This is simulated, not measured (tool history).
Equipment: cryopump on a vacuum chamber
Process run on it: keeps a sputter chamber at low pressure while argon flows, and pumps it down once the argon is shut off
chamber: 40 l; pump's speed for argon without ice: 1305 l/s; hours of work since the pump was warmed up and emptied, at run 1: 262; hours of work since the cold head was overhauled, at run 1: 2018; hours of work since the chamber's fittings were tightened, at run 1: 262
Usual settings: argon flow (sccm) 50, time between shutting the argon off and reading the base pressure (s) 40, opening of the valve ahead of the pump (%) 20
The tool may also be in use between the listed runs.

run,hour,argon flow (sccm),time between shutting the argon off and reading the base pressure (s),opening of the valve ahead of the pump (%),hours of work since the pump was warmed up and emptied,hours of work since the cold head was overhauled,hours of work since the chamber's fittings were tightened,pressure while argon flows (Pa),pressure after the wait (uPa)
1,0,50,40,20,262,2018,262,0.3332,1.25
2,113.3,50,40,20,323,2079,323,0.3357,1.28
3,194.8,50,40,20,367,2123,367,0.3381,1.29
4,296.3,50,123,20,422,2178,422,0.3395,0.75
5,388.4,50,113,20,471,2227,471,0.3391,0.82
6,503.3,50,40,20,533,2289,533,0.3422,1.41
# hour 539.3: pump warmed up, emptied and cooled again
7,603.5,98,136,20,35,2340,585,0.6386,0.71
8,674.9,55,22,19,73,2379,623,0.378,2.01
9,772.4,55,22,19,126,2431,676,0.3794,2.03
10,847.6,26,209,19,166,2472,716,0.1802,0.72
11,959.2,23,155,43,226,2532,776,0.0724,0.76

Here are 5 independent what-if runs from the current tool condition. What would each one return?
A,1029.8,23,155,27,264,2570,815,?,?
B,1029.8,23,34,16,264,2570,815,?,?
C,1029.8,52,48,30,264,2570,815,?,?
D,1029.8,21,68,20,264,2570,815,?,?
E,1029.8,23,20,16,264,2570,815,?,?

run,pressure while argon flows (Pa),pressure after the wait (uPa)
A,0.1142,0.81
B,0.1898,1.62
C,0.2337,1.28
D,0.14,1.1
E,0.1912,2.4
What these runs would have given with no unlogged condition in the tool:
run,pressure while argon flows (Pa),pressure after the wait (uPa)
A,0.1099,0.45
B,0.1855,1.26
C,0.2241,0.92
D,0.1361,0.73
E,0.187,2.03
